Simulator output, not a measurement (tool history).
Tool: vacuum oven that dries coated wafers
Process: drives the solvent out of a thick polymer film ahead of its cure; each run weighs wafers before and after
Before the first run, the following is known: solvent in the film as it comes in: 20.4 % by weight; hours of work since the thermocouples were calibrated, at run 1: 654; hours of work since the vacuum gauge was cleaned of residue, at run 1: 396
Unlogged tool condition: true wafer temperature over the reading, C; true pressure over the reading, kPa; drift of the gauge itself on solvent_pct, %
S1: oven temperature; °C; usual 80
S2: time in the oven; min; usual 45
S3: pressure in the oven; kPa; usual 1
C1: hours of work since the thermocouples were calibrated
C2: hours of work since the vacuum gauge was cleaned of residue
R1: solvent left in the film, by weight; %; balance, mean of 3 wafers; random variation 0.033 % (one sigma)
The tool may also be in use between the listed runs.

Run 1, hour 0: usual settings; C1 654; C2 396. Result: R1 1.26 %.
Run 2, hour 9.2: usual settings but S1 67 °C; C1 660; C2 402. Result: R1 3.35 %.
Run 3, hour 18.3: usual settings but S1 67 °C; C1 665; C2 407. Result: R1 3.37 %.
Run 4, hour 28.9: usual settings but S1 67 °C; C1 672; C2 414. Result: R1 3.34 %.
Run 5, hour 46.3: usual settings but S1 67 °C; C1 683; C2 425. Result: R1 3.31 %.
Run 6, hour 57.5: usual settings but S2 34 min; C1 690; C2 432. Result: R1 1.93 %.
Run 7, hour 72.3: usual settings; C1 699; C2 441. Result: R1 1.22 %.
Run 8, hour 87.6: usual settings; C1 709; C2 451. Result: R1 1.17 %.
Run 9, hour 104.6: usual settings; C1 719; C2 462. Result: R1 1.22 %.
Run 10, hour 122.5: usual settings but S2 31 min; C1 731; C2 473. Result: R1 2.24 %.
Run 11, hour 130.5: usual settings; C1 736; C2 478. Result: R1 1.21 %.
Run 12, hour 148.1: usual settings but S1 83 °C; C1 747; C2 489. Result: R1 0.94 %.
Run 13, hour 164.5: usual settings; C1 757; C2 499. Result: R1 1.23 %.
Run 14, hour 181.8: usual settings but S3 1.17 kPa; C1 768; C2 510. Result: R1 1.3 %.
At hour 185.1: oven's thermocouples calibrated.
Run 15, hour 198.7: usual settings; C1 9; C2 519. Result: R1 1.24 %.
Run 16, hour 216.9: usual settings; C1 20; C2 531. Result: R1 1.18 %.
Run 17, hour 234.2: usual settings but S1 73 °C; C1 31; C2 542. Result: R1 2.07 %.
At hour 244.6: oven's thermocouples calibrated, once more.
Run 18, hour 251.4: usual settings but S1 73 °C; C1 4; C2 551. Result: R1 2.49 %.
Run 19, hour 265.9: usual settings but S3 0.62 kPa; C1 13; C2 560. Result: R1 1.14 %.
Run 20, hour 282.8: usual settings but S1 79 °C, S2 41 min, S3 2.59 kPa; C1 24; C2 571. Result: R1 2.7 %.
Run 21, hour 294.6: usual settings but S1 91 °C; C1 31; C2 578. Result: R1 0.6 %.
Run 22, hour 305.2: usual settings but S1 91 °C; C1 38; C2 585. Result: R1 0.63 %.
Run 23, hour 324: usual settings but S1 68 °C, S2 64 min; C1 50; C2 597. Result: R1 2.17 %.
Run 24, hour 341.5: usual settings but S1 68 °C, S2 64 min; C1 61; C2 608. Result: R1 2.23 %.
Run 25, hour 351.3: usual settings but S1 71 °C, S2 30 min, S3 1.82 kPa; C1 67; C2 614. Result: R1 5.29 %.
Run 26, hour 364.1: usual settings but S1 88 °C, S2 47 min, S3 1.96 kPa; C1 75; C2 622. Result: R1 1.2 %.
Run 27, hour 376.4: usual settings but S2 22 min, S3 0.54 kPa; C1 83; C2 630. Result: R1 3.76 %.
Run 28, hour 389: usual settings but S1 73 °C; C1 91; C2 638. Result: R1 2.34 %.
Run 29, hour 399.7: usual settings but S1 73 °C, S2 28 min, S3 1.95 kPa; C1 97; C2 644. Result: R1 5.2 %.
Run 30, hour 411.6: usual settings but S1 73 °C, S2 28 min, S3 1.95 kPa; C1 105; C2 652. Result: R1 5.14 %.
Run 31, hour 430.7: usual settings but S1 85 °C; C1 117; C2 664. Result: R1 0.92 %.
Run 32, hour 440.7: usual settings but S1 85 °C; C1 123; C2 670. Result: R1 0.94 %.
Run 33, hour 457.1: usual settings but S2 29 min, S3 2.57 kPa; C1 133; C2 680. Result: R1 3.62 %.
Run 34, hour 469.2: usual settings but S1 74 °C, S2 67 min, S3 2.93 kPa; C1 141; C2 688. Result: R1 2.88 %.
Run 35, hour 487.7: usual settings but S1 74 °C, S2 67 min, S3 2.93 kPa; C1 153; C2 700. Result: R1 2.81 %.
Run 36, hour 497.3: usual settings but S1 74 °C, S2 67 min, S3 2.93 kPa; C1 159; C2 706. Result: R1 2.87 %.
Run 37, hour 507.5: usual settings but S1 94 °C, S3 2.28 kPa; C1 165; C2 712. Result: R1 0.93 %.

Below are 5 alternative next runs, each starting from the tool's condition after run 37. Predict each:
Run A, hour 526.3: usual settings but S1 69 °C; C1 177; C2 724. Result: R1 ?.
Run B, hour 526.3: usual settings but S1 86 °C, S2 65 min, S3 1.62 kPa; C1 177; C2 724. Result: R1 ?.
Run C, hour 526.3: usual settings but S2 36 min, S3 0.52 kPa; C1 177; C2 724. Result: R1 ?.
Run D, hour 526.3: usual settings but S2 24 min, S3 1.18 kPa; C1 177; C2 724. Result: R1 ?.
Run E, hour 526.3: usual settings but S1 88 °C, S2 33 min, S3 2.91 kPa; C1 177; C2 724. Result: R1 ?.

run    R1
  A  3.19
  B   0.9
  C  1.63
  D  3.65
  E     2
With the hidden condition removed and each run's random variation left untouched, the same runs would have given:
run    R1
  A  3.18
  B  0.85
  C  1.62
  D  3.69
  E     2
